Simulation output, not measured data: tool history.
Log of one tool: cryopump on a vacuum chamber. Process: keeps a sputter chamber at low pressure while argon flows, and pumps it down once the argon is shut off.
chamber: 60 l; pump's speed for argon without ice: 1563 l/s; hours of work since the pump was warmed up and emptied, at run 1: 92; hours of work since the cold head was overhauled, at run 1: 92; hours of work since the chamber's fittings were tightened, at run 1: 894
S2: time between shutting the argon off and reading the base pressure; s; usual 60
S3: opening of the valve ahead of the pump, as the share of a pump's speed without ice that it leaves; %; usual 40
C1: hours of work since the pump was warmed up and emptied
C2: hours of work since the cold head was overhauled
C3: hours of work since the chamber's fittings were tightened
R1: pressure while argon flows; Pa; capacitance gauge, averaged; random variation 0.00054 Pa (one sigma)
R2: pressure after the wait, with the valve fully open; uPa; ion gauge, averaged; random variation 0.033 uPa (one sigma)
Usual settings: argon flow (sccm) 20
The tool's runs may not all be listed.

Run 1, hour 0.0: usual settings; C1 92; C2 92; C3 894. Result: R1 0.0554 Pa, R2 3.06 uPa.
Run 2, hour 23.5: usual settings but argon flow (sccm) 17; C1 113; C2 113; C3 915. Result: R1 0.0466 Pa, R2 3.07 uPa.
Run 3, hour 40.4: usual settings but S2 27 s; C1 128; C2 128; C3 930. Result: R1 0.0559 Pa, R2 5.09 uPa.
Run 4, hour 53.1: usual settings; C1 139; C2 139; C3 941. Result: R1 0.0540 Pa, R2 3.05 uPa.
Run 5, hour 67.0: usual settings but S3 30 %; C1 151; C2 151; C3 953. Result: R1 0.0726 Pa, R2 3.17 uPa.
Run 6, hour 89.8: usual settings but S2 231 s; C1 171; C2 171; C3 973. Result: R1 0.0545 Pa, R2 1.99 uPa.
Run 7, hour 100.5: usual settings but argon flow (sccm) 9, S2 231 s, S3 52 %; C1 180; C2 180; C3 983. Result: R1 0.0186 Pa, R2 2.07 uPa.
Run 8, hour 112.5: usual settings but argon flow (sccm) 9, S2 231 s, S3 52 %; C1 191; C2 191; C3 993. Result: R1 0.0193 Pa, R2 2.07 uPa.

The next listed run, before its measurement:
Run 9, hour 134.1: usual settings but argon flow (sccm) 29, S2 212 s, S3 47 %; C1 210; C2 210; C3 1012. Result: R1 ?, R2 ?.

R1: 0.0688 Pa
R2: 2.09 uPa
Without the tool's hidden state the same run would have given R1 0.0667 Pa, R2 0.65 uPa.
